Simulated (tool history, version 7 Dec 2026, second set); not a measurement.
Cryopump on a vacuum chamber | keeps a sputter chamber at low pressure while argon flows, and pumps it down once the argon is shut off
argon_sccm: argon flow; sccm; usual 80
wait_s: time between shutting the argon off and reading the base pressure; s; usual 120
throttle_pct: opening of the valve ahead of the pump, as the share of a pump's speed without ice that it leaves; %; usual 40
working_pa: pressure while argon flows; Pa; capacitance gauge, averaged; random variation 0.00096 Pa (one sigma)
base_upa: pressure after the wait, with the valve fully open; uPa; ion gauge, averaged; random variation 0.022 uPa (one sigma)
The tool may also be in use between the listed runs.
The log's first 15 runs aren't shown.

| run | day | argon_sccm | wait_s | throttle_pct | working_pa | base_upa |
|---|---|---|---|---|---|---|
| 16 | 52.067 | 103 | 120 | 40 | 0.2989 | 1.95 |
|  | 54.362 | pump warmed up, emptied and cooled again |
| 17 | 56.729 | 103 | 120 | 40 | 0.2706 | 1.62 |
| 18 | 59.975 | 103 | 120 | 40 | 0.2695 | 1.7 |
| 19 | 64.142 | 103 | 51 | 42 | 0.2604 | 2.46 |
| 20 | 68.725 | 75 | 104 | 42 | 0.1914 | 1.97 |
| 21 | 72.646 | 40 | 120 | 15 | 0.2773 | 1.96 |
| 22 | 76.896 | 40 | 120 | 15 | 0.2803 | 2.05 |
| 23 | 80.521 | 40 | 120 | 49 | 0.0903 | 2.11 |
| 24 | 83.646 | 53 | 33 | 43 | 0.1366 | 3.54 |
| 25 | 87.379 | 53 | 33 | 43 | 0.1384 | 3.57 |
| 26 | 92.112 | 80 | 54 | 20 | 0.4284 | 3.12 |
| 27 | 94.838 | 46 | 52 | 23 | 0.2154 | 3.06 |
| 28 | 99.021 | 80 | 166 | 40 | 0.2286 | 2.5 |
| 29 | 103.604 | 80 | 166 | 40 | 0.23 | 2.64 |
| 30 | 108.142 | 80 | 166 | 40 | 0.2342 | 2.71 |
|  | 108.683 | pump warmed up, emptied and cooled again |
| 31 | 112.883 | 80 | 166 | 40 | 0.2124 | 2.22 |
| 32 | 116.808 | 154 | 72 | 24 | 0.6678 | 2.88 |
| 33 | 119.429 | 76 | 169 | 37 | 0.2185 | 2.38 |
| 34 | 123.783 | 80 | 191 | 37 | 0.2319 | 2.44 |

Forecast each of these 3 alternatives for the next run:
| A | 126.154 | 80 | 82 | 23 | ? | ? |
| B | 126.154 | 54 | 191 | 37 | ? | ? |
| C | 126.154 | 109 | 31 | 23 | ? | ? |

| run | working_pa | base_upa |
|---|---|---|
| A | 0.3645 | 2.97 |
| B | 0.1571 | 2.46 |
| C | 0.4981 | 4.1 |
Without the tool's hidden state the same runs would have given:
| run | working_pa | base_upa |
|---|---|---|
| A | 0.3533 | 0.93 |
| B | 0.1494 | 0.48 |
| C | 0.4828 | 2.09 |
